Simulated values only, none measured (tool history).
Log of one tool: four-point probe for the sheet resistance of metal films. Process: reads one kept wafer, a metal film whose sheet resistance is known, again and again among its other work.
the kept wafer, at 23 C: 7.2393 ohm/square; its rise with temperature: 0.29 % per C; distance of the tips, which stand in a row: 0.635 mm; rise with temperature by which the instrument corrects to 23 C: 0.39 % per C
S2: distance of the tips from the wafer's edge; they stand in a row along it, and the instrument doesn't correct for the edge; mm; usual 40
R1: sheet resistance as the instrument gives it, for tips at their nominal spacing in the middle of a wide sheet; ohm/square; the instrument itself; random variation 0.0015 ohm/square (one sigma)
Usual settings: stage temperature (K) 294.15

{"run": 1, "hour": 0.0, "stage temperature (K)": 294.15, "S2": 40, "R1": 7.239147}
{"run": 2, "hour": 62.0, "stage temperature (K)": 294.15, "S2": 40, "R1": 7.238916}
{"run": 3, "hour": 92.0, "stage temperature (K)": 294.15, "S2": 40, "R1": 7.242934}
{"run": 4, "hour": 128.2, "stage temperature (K)": 294.15, "S2": 40, "R1": 7.242527}
{"run": 5, "hour": 177.7, "stage temperature (K)": 302.15, "S2": 40, "R1": 7.190269}
{"run": 6, "hour": 224.3, "stage temperature (K)": 294.15, "S2": 41, "R1": 7.243316}
{"run": 7, "hour": 289.3, "stage temperature (K)": 306.15, "S2": 41, "R1": 7.165014}
{"run": 8, "hour": 346.2, "stage temperature (K)": 306.15, "S2": 41, "R1": 7.166981}
{"run": 9, "hour": 410.3, "stage temperature (K)": 294.15, "S2": 40, "R1": 7.253022}
{"run": 10, "hour": 447.0, "stage temperature (K)": 294.15, "S2": 52, "R1": 7.253127}
{"run": 11, "hour": 509.7, "stage temperature (K)": 294.15, "S2": 32, "R1": 7.254326}
{"run": 12, "hour": 547.9, "stage temperature (K)": 294.15, "S2": 32, "R1": 7.255479}
{"hour": 554.0, "done": "stage's thermometer calibrated"}
{"run": 13, "hour": 588.0, "stage temperature (K)": 294.15, "S2": 32, "R1": 7.262184}
{"run": 14, "hour": 624.1, "stage temperature (K)": 294.15, "S2": 32, "R1": 7.259306}
{"run": 15, "hour": 661.9, "stage temperature (K)": 294.15, "S2": 32, "R1": 7.262887}
{"run": 16, "hour": 720.3, "stage temperature (K)": 294.15, "S2": 32, "R1": 7.261058}
{"run": 17, "hour": 783.7, "stage temperature (K)": 304.15, "S2": 21, "R1": 7.195388}
{"run": 18, "hour": 823.1, "stage temperature (K)": 305.15, "S2": 60, "R1": 7.188757}
{"run": 19, "hour": 882.3, "stage temperature (K)": 305.15, "S2": 60, "R1": 7.189907}
{"run": 20, "hour": 909.8, "stage temperature (K)": 296.15, "S2": 7, "R1": 7.286515}
{"run": 21, "hour": 938.5, "stage temperature (K)": 296.15, "S2": 7, "R1": 7.287992}
{"hour": 964.1, "done": "stage's thermometer calibrated, once more"}
{"run": 22, "hour": 985.1, "stage temperature (K)": 296.15, "S2": 7, "R1": 7.280989}
{"run": 23, "hour": 1014.5, "stage temperature (K)": 307.15, "S2": 7, "R1": 7.202697}
{"run": 24, "hour": 1067.5, "stage temperature (K)": 294.15, "S2": 8, "R1": 7.285533}
{"run": 25, "hour": 1122.7, "stage temperature (K)": 294.15, "S2": 8, "R1": 7.290584}
{"run": 26, "hour": 1150.3, "stage temperature (K)": 292.15, "S2": 10, "R1": 7.295573}
{"run": 27, "hour": 1183.2, "stage temperature (K)": 307.15, "S2": 11, "R1": 7.187891}
{"run": 28, "hour": 1226.5, "stage temperature (K)": 297.15, "S2": 74, "R1": 7.243398}
{"run": 29, "hour": 1283.6, "stage temperature (K)": 297.15, "S2": 74, "R1": 7.246969}

4 ways to go on from here, each from the tool as it stands after run 29. What would each give?
{"run": "A", "hour": 1342.1, "stage temperature (K)": 304.15, "S2": 40, "R1": "?"}
{"run": "B", "hour": 1342.1, "stage temperature (K)": 297.15, "S2": 12, "R1": "?"}
{"run": "C", "hour": 1342.1, "stage temperature (K)": 292.15, "S2": 23, "R1": "?"}
{"run": "D", "hour": 1342.1, "stage temperature (K)": 294.15, "S2": 19, "R1": "?"}

run=A R1=7.201769
run=B R1=7.260879
run=C R1=7.289583
run=D R1=7.276271
Without the tool's hidden state the same runs would have given:
run=A R1=7.184329
run=B R1=7.243261
run=C R1=7.271866
run=D R1=7.258597

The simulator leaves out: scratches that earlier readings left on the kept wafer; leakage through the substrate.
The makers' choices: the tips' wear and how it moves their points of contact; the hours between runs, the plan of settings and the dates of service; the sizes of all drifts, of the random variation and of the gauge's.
